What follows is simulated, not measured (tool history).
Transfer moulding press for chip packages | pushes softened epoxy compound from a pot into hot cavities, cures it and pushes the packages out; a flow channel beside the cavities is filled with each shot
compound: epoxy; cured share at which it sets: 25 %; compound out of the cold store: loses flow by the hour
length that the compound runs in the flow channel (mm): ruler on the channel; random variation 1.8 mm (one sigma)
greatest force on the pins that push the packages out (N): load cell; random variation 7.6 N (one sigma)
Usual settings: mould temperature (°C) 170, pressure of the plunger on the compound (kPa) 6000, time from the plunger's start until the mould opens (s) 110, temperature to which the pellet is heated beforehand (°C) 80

run   hour  mould temperature (°C)  pressure of the plunger on the compound (kPa)  time from the plunger's start until the mould opens (s)  temperature to which the pellet is heated beforehand (°C)  incoming compound's hours out of the cold store  length that the compound runs in the flow channel (mm)  greatest force on the pins that push the packages out (N)
  1    0.0                     170                                           6000                                                      110                                                         80                                             33.0                                                     573                                                        342
  2    8.8                     170                                           6000                                                      110                                                         84                                             40.7                                                     561                                                        335
  3   15.5                     170                                           6000                                                      110                                                         80                                             29.3                                                     582                                                        332
  4   23.7                     170                                           6000                                                      110                                                         80                                             18.7                                                     595                                                        354
  5   30.5                     170                                           6000                                                      110                                                         80                                             19.4                                                     599                                                        335
  6   34.5                     170                                           6000                                                      117                                                         80                                             37.9                                                     566                                                        327
  7   39.9                     170                                           6000                                                      117                                                         80                                             35.4                                                     569                                                        325
  8   48.4                     170                                           5680                                                      110                                                         80                                             38.7                                                     549                                                        335
  9   57.2                     170                                           6000                                                      110                                                         80                                             15.9                                                     603                                                        336
 10   65.1                     170                                           6000                                                      110                                                         80                                             32.4                                                     573                                                        348
 11   72.9                     171                                           6000                                                      110                                                         80                                             42.5                                                     555                                                        309
 12   77.3                     171                                           6000                                                      142                                                         80                                             40.3                                                     557                                                        282
 13   85.4                     171                                           6000                                                      142                                                         80                                             42.7                                                     555                                                        294
 14   91.2                     171                                           6000                                                      142                                                         80                                             19.2                                                     590                                                        289
 15  101.7                     171                                           6000                                                      142                                                         80                                             28.2                                                     578                                                        293
 16  109.4                     164                                           6530                                                      102                                                         70                                             43.7                                                     604                                                        558
 17  115.9                     163                                           5550                                                      144                                                         76                                             24.8                                                     592                                                        341
 18  120.2                     170                                           5370                                                      120                                                         80                                             45.7                                                     519                                                        320
 19  125.6                     170                                           5370                                                      120                                                         80                                             17.9                                                     565                                                        317
 20  131.7                     162                                           6000                                                       99                                                         80                                             16.0                                                     636                                                        737
 21  136.7                     162                                           6000                                                       99                                                         80                                             29.9                                                     609                                                        725
 22  143.4                     162                                           6000                                                       99                                                         80                                             36.3                                                     596                                                        708
 23  152.1                     164                                           5430                                                      110                                                         86                                             11.8                                                     605                                                        492
 24  159.4                     177                                           5970                                                      115                                                         89                                             32.7                                                     552                                                        297
 25  164.4                     174                                           5970                                                      119                                                         89                                             25.9                                                     566                                                        307
 26  173.4                     163                                           5170                                                      110                                                         86                                             34.5                                                     555                                                        525
 27  179.9                     170                                           6000                                                      126                                                         76                                             35.6                                                     570                                                        312
 28  187.6                     170                                           6000                                                      126                                                         76                                             40.6                                                     558                                                        309

Not shown: 4 entries that the log had between the listed runs. Between which runs, and how does the tool's hidden state differ before and after?
Between runs 1 and 2: cavities cleaned with cleaning compound and waxed (hour 5.3)
  pressure that reaches the compound, % of what is set: 99.94 -> 99.93; grip of the stained cavities, % over clean ones': 0.9 -> 0.1
Between runs 8 and 9: cavities cleaned with cleaning compound and waxed (hour 52.4)
  pressure that reaches the compound, % of what is set: 99.89 -> 99.88; grip of the stained cavities, % over clean ones': 0.8 -> 0.2
Between runs 14 and 15: cavities cleaned with cleaning compound and waxed (hour 99.7)
  pressure that reaches the compound, % of what is set: 99.85 -> 99.84; grip of the stained cavities, % over clean ones': 0.8 -> 0.1
Between runs 22 and 23: cavities cleaned with cleaning compound and waxed (hour 147.3)
  grip of the stained cavities, % over clean ones': 0.8 -> 0.2
